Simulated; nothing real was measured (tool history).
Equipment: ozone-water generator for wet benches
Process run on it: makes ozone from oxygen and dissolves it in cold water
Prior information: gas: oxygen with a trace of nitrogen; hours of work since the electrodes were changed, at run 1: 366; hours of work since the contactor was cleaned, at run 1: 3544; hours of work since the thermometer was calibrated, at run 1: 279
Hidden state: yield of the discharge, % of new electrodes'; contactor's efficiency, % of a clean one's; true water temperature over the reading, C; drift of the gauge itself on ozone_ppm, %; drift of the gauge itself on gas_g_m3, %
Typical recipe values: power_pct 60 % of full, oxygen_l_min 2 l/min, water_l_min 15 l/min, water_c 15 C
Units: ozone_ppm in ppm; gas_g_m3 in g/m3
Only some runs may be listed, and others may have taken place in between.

run,day,power_pct,oxygen_l_min,water_l_min,water_c,hours of work since the electrodes were changed,hours of work since the contactor was cleaned,hours of work since the thermometer was calibrated,ozone_ppm,gas_g_m3
1,0,60,2,15,15,366,3544,279,16.4,207.3
2,2.629,60,2,15,15,409,3586,322,16.4,208.5
3,6.133,60,2,15,15,465,3642,378,16.4,209.6
4,8.054,60,2,15,15,495,3673,409,16.3,207.1
5,11.346,60,2,15,15,548,3726,461,16.3,207
6,14.575,60,2,12,15,600,3778,513,19.9,206.5
7,17.946,60,2,23,15,654,3832,567,10.5,206.7
# day 21.679: contactor cleaned
8,21.942,60,2,12,15,715,4,629,20.2,208.9
9,26.104,60,2,12,15,782,71,695,19.9,208.6
10,28.533,60,2,12,15,821,110,734,20.1,209.6
11,32.433,60,2.9,15,15,884,172,797,18.1,179.2
12,35.229,60,2.53,15,15,928,217,842,17.3,190.3
13,38.492,60,1.06,14,8,981,269,894,14.5,275.9
14,42.262,55,2.54,18,18,1041,330,954,13.1,175.8
15,46.133,55,3.23,18,11,1103,392,1016,15.3,158.8
16,48.379,60,1.41,14,15,1139,428,1052,15.5,245.2
17,51.8,71,2.84,15,15,1194,483,1107,20.7,213.2
18,55.838,60,3.47,17,15,1259,548,1172,16.8,167.7
19,57.683,60,3.47,17,11,1288,577,1201,17.7,166.3
20,59.554,53,2.08,17,10,1318,607,1231,13.7,187.3
21,61.429,70,2.08,9,10,1348,637,1261,31,239.1
22,65.096,70,2.08,9,10,1407,696,1320,31.1,242.2
# day 67.196: gauge calibrated
23,67.717,80,1.06,18,22,1449,738,1362,13.3,352

4 ways to go on from here, each from the tool as it stands after run 23. What would each give?
A,71.312,89,2,19,15,1507,796,1420,?,?
B,71.312,63,1.14,18,13,1507,796,1420,?,?
C,71.312,60,1.37,15,15,1507,796,1420,?,?
D,71.312,80,2.29,12,22,1507,796,1420,?,?

run,ozone_ppm,gas_g_m3
A,18.2,295.3
B,11.9,274
C,14.5,243
D,24.6,253
With the hidden condition removed and each run's random variation left untouched, the same runs would have given:
run,ozone_ppm,gas_g_m3
A,18.2,295.1
B,11.9,273.7
C,14.5,242.8
D,24.6,252.9

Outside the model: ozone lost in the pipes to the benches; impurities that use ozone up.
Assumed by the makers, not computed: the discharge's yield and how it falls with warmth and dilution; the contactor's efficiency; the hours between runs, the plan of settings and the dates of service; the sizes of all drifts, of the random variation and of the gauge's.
